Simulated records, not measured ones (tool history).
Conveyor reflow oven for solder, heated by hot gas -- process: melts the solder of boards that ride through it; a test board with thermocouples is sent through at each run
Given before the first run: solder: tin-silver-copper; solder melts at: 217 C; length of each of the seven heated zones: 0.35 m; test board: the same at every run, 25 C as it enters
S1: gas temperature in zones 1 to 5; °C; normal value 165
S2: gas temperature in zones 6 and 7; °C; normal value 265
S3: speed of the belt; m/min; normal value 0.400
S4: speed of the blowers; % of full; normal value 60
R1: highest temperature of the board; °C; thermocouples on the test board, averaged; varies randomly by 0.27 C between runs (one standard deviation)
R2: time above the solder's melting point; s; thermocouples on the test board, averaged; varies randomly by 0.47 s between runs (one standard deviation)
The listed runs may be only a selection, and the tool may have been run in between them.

Run 1, hour 0.0: usual settings. Result: R1 244.3 °C, R2 64.1 s.
Run 2, hour 7.9: usual settings. Result: R1 244.0 °C, R2 63.7 s.
Run 3, hour 18.4: usual settings. Result: R1 244.3 °C, R2 63.2 s.
Run 4, hour 24.5: usual settings. Result: R1 244.4 °C, R2 63.5 s.
Run 5, hour 31.2: usual settings but S2 264 °C. Result: R1 243.3 °C, R2 62.8 s.
Run 6, hour 37.6: usual settings but S2 264 °C. Result: R1 242.9 °C, R2 62.6 s.
Run 7, hour 42.0: usual settings but S2 264 °C. Result: R1 243.0 °C, R2 62.5 s.
Run 8, hour 48.2: usual settings but S2 264 °C. Result: R1 242.7 °C, R2 62.6 s.
Run 9, hour 56.7: usual settings but S2 264 °C, S4 83 % of full. Result: R1 248.1 °C, R2 71.9 s.
Run 10, hour 63.6: usual settings but S2 264 °C, S4 83 % of full. Result: R1 248.5 °C, R2 71.2 s.
Run 11, hour 74.0: usual settings but S2 264 °C, S4 83 % of full. Result: R1 248.0 °C, R2 71.6 s.
Run 12, hour 81.9: usual settings. Result: R1 243.3 °C, R2 62.2 s.
Run 13, hour 87.6: usual settings. Result: R1 243.7 °C, R2 62.6 s.
Run 14, hour 93.9: usual settings. Result: R1 243.1 °C, R2 63.2 s.

Estimate the outcome of run 15 from the log above:
Run 15, hour 103.3: usual settings but S1 155 °C, S2 274 °C, S3 0.478 m/min, S4 51 % of full. Result: R1 ?, R2 ?.

Run 15 came out at R1 236.6 °C, R2 37.4 s.
If the tool had no hidden condition, the same run with the same run-to-run variation would have returned R1 238.6 °C, R2 40.2 s.
